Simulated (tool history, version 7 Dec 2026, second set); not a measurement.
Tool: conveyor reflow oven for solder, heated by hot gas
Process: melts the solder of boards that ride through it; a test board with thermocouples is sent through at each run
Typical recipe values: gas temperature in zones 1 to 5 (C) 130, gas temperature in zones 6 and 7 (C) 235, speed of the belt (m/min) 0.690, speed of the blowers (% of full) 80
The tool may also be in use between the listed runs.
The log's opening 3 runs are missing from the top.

run   hour  gas temperature in zones 1 to 5 (C)  gas temperature in zones 6 and 7 (C)  speed of the belt (m/min)  speed of the blowers (% of full)  highest temperature of the board (C)  time above the solder's melting point (s)
  4   31.9                                  130                                   235                      0.690                                80                                216.15                                      36.66
  5   36.6                                  130                                   235                      0.690                                51                                210.19                                      32.35
  6   43.9                                  130                                   235                      0.690                                51                                210.38                                      32.30
  7   50.2                                  130                                   244                      0.690                                80                                223.91                                      40.53
  8   60.6                                  130                                   244                      0.690                                80                                223.79                                      40.51
  9   68.4                                  130                                   235                      0.683                                80                                216.35                                      37.18
 10   73.5                                  130                                   235                      0.683                                80                                216.18                                      37.16
 11   84.7                                  130                                   235                      0.683                                80                                216.25                                      37.16
 12   95.4                                  130                                   235                      0.683                                80                                216.19                                      37.07
 13  104.8                                  130                                   229                      0.690                                80                                210.61                                      33.46
 14  115.3                                  130                                   229                      0.690                                60                                207.15                                      30.45
 15  126.3                                  130                                   234                      0.690                                80                                214.84                                      35.95
 16  137.6                                  130                                   234                      0.690                                80                                214.77                                      35.92
 17  148.9                                  130                                   234                      0.690                                80                                214.67                                      35.85
 18  159.4                                  130                                   234                      0.690                                80                                214.83                                      35.91
 19  170.3                                  130                                   234                      0.724                                50                                206.87                                      28.16
 20  180.9                                  130                                   246                      0.724                                50                                216.59                                      34.37
 21  188.5                                  130                                   234                      0.724                                78                                212.51                                      32.62
 22  198.8                                  127                                   249                      0.724                                89                                226.57                                      39.24
 23  208.3                                  130                                   235                      0.559                                80                                222.22                                      50.22
 24  218.8                                  118                                   232                      0.632                                85                                214.44                                      37.03
 25  227.8                                  139                                   235                      0.586                                80                                222.04                                      49.96
 26  232.3                                  123                                   244                      0.690                                89                                223.18                                      39.04
 27  237.7                                  132                                   235                      0.777                                68                                209.16                                      28.20

For run 28, what comes out?
 28  246.7                                  119                                   235                      0.730                                63                                     ?                                          ?

Logged for run 28: highest temperature of the board (C) 207.54, time above the solder's melting point (s) 26.67.
If the tool had no hidden condition, the same run with the same run-to-run variation would have returned highest temperature of the board (C) 209.63, time above the solder's melting point (s) 28.09.

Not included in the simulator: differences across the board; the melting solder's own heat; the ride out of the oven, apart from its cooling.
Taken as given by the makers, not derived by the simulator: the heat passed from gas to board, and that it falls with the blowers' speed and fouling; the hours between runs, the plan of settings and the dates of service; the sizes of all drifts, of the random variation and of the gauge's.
